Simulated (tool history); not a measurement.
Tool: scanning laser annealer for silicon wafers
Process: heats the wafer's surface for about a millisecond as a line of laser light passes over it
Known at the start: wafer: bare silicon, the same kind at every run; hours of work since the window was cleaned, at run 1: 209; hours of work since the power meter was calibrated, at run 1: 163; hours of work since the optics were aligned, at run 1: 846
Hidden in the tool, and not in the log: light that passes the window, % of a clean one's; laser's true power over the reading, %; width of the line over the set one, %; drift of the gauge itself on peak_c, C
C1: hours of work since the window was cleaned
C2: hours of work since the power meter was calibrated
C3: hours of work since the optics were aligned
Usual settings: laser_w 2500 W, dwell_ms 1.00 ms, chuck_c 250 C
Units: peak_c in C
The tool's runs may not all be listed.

run 1 hour=0.0 | laser_w=2500 dwell_ms=1.00 chuck_c=250 | C1=209 C2=163 C3=846 | peak_c=946
run 2 hour=6.6 | laser_w=2500 dwell_ms=1.00 chuck_c=250 | C1=214 C2=168 C3=851 | peak_c=944
run 3 hour=13.1 | laser_w=2500 dwell_ms=1.00 chuck_c=271 | C1=219 C2=173 C3=856 | peak_c=968
run 4 hour=18.5 | laser_w=2274 dwell_ms=1.00 chuck_c=250 | C1=224 C2=178 C3=860 | peak_c=876
run 5 hour=23.2 | laser_w=2274 dwell_ms=1.00 chuck_c=250 | C1=227 C2=181 C3=864 | peak_c=880
run 6 hour=31.8 | laser_w=2500 dwell_ms=0.86 chuck_c=212 | C1=234 C2=188 C3=870 | peak_c=855
run 7 hour=36.5 | laser_w=2500 dwell_ms=0.86 chuck_c=212 | C1=237 C2=192 C3=874 | peak_c=855

The next listed run, before its measurement:
run 8 hour=47.0 | laser_w=2500 dwell_ms=1.12 chuck_c=212 | C1=246 C2=200 C3=882 | peak_c=?

{"run 8": {"peak_c": 947}}
Without the tool's hidden state the same run would have given peak_c 968 C.
